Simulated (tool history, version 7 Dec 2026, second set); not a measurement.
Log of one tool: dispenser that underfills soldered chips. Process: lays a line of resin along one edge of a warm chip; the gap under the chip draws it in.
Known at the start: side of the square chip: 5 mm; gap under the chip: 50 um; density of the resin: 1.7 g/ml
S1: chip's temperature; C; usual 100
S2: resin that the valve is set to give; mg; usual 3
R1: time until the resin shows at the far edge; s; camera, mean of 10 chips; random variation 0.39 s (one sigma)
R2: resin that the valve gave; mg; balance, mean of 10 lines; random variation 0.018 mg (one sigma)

run   hour   S1    S2    R1    R2
  1      0  100     3  44.6   2.8
       1.7  -- new syringe of resin
  2    2.9  100     3  27.3  2.77
       4.9  -- dispensing valve cleaned and set on the balance
  3    8.1  100     3  32.4  3.01
  4   13.6  100     3  40.2     3
      16.4  -- new syringe of resin
  5   18.6  100     3    27  2.99
  6   23.6  100     3  33.6  2.96
  7   27.5  100  2.87  40.3  2.84
      30.1  -- new syringe of resin
  8   31.4  100     3  26.1  2.96
  9   34.3  100     3  29.6  2.95
 10   40.1  100     3  39.5  2.94
      43.8  -- new syringe of resin
 11   43.8  100     3  24.6  2.96
 12   46.6  114     3  15.3  2.92
 13   49.6  100     3  33.2  2.93
 14   55.3  100     3  42.6  2.91
      57.5  -- new syringe of resin
 15   58.4  100     3  25.8  2.89
 16     64   97     3  38.6  2.91
 17   66.4  100     3  38.4  2.86
      71.4  -- new syringe of resin
 18   72.4  100     3  24.9   2.9
 19     76  100     3  29.9   2.9
 20   79.8   93  3.19  48.8  3.07
 21   84.1   98  3.59  47.8  3.43
      85.4  -- new syringe of resin
 22   88.2  100  2.56  29.9  2.46
 23   90.6   99  3.72  31.8  3.53
 24   94.1   91  3.23  54.4  3.07
 25   96.8  107  3.23  30.9  3.05
      99.4  -- new syringe of resin
 26  100.9  106  2.75  21.3   2.6
 27  105.9  115  2.76  18.3  2.59
 28  111.8   99  2.81  48.1  2.64
     113.4  -- new syringe of resin
 29  116.4   99  2.81  29.8  2.61

Forecast run 30:
 30  119.7  90   3   ?   ?

{"run 30": {"R1": 52.8, "R2": 2.81}}
Without the tool's hidden state the same run would have given R1 39.7 s, R2 3 mg.

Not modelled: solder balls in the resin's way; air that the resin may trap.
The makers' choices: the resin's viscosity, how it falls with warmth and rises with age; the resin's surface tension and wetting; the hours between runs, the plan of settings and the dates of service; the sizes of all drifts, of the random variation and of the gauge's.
